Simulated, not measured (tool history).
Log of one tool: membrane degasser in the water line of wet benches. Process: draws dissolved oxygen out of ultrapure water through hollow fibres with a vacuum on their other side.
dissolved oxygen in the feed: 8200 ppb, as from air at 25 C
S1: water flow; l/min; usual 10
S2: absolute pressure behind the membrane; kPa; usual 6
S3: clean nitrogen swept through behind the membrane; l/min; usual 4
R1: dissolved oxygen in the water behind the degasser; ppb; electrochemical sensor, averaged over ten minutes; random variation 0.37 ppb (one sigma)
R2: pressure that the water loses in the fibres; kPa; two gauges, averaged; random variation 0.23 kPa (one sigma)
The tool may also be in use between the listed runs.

run,hour,S1,S2,S3,R1,R2
1,0,10,6,4,22.4,56.41
2,130.7,10,6,4,23,56.41
3,260.5,10,6,4,22.5,56.39
4,397.8,10,6,4,22.1,56
5,487,10,6,4,22.4,56.35
6,595.6,10,6,4,22.8,56.06
7,727.9,10,6,4,22.9,55.96
8,838.8,10,6,4,23,55.98
9,956,10,6,4,21.6,55.96
10,1051.9,10,6,4,22.2,55.69
11,1149.1,10,6,4,22.5,55.81
12,1213,6,6,4,11.5,33.45
13,1350,6,6,4,11.2,33.48
14,1459.7,6,6,4,11.3,33.33
15,1531.6,6,6,4,10.7,33.02
16,1667.2,6,5.72,4,10.1,33.08
17,1778.3,15,9.02,4,70.6,83.28
18,1919.1,8,9.02,4,30.4,44.26
19,2045.8,8,8.32,4,28.2,44.54
20,2158.1,10,5.34,1.62,36.9,55.34
21,2230.6,12,12.7,4,79.3,66.43
22,2365.4,11,12.5,2.58,103.5,61
23,2447.8,12,6.44,6.07,25,66.19
24,2523.2,9,7.77,6.07,20.7,49.6
25,2592.8,7,14.08,4,47.8,38.92
26,2725.8,7,12.23,5.96,27.6,38.57
27,2808.2,6,14.59,3.12,55.9,33.12
28,2887.1,8,4.19,4,7.2,44.21
29,3010.8,8,9.48,3.1,41.9,44.45
30,3089.6,11,9.48,4.68,44.2,60.6
31,3199.9,10,4.59,10.42,8.2,55.24
# hour 3265.2: gauge calibrated
32,3325,10,4.59,10.42,8.3,56.38

4 ways to go on from here, each from the tool as it stands after run 32. What would each give?
A,3464.2,10,6,5.49,?,?
B,3464.2,15,4.46,4.04,?,?
C,3464.2,13,9.9,10.42,?,?
D,3464.2,11,4.59,10.42,?,?

run,R1,R2
A,18.2,56.75
B,29.9,84.97
C,32.9,73.42
D,10.7,62.3
Without the tool's hidden state the same runs would have given:
run,R1,R2
A,18.2,56.8
B,29.8,85.04
C,32.8,73.48
D,10.7,62.35
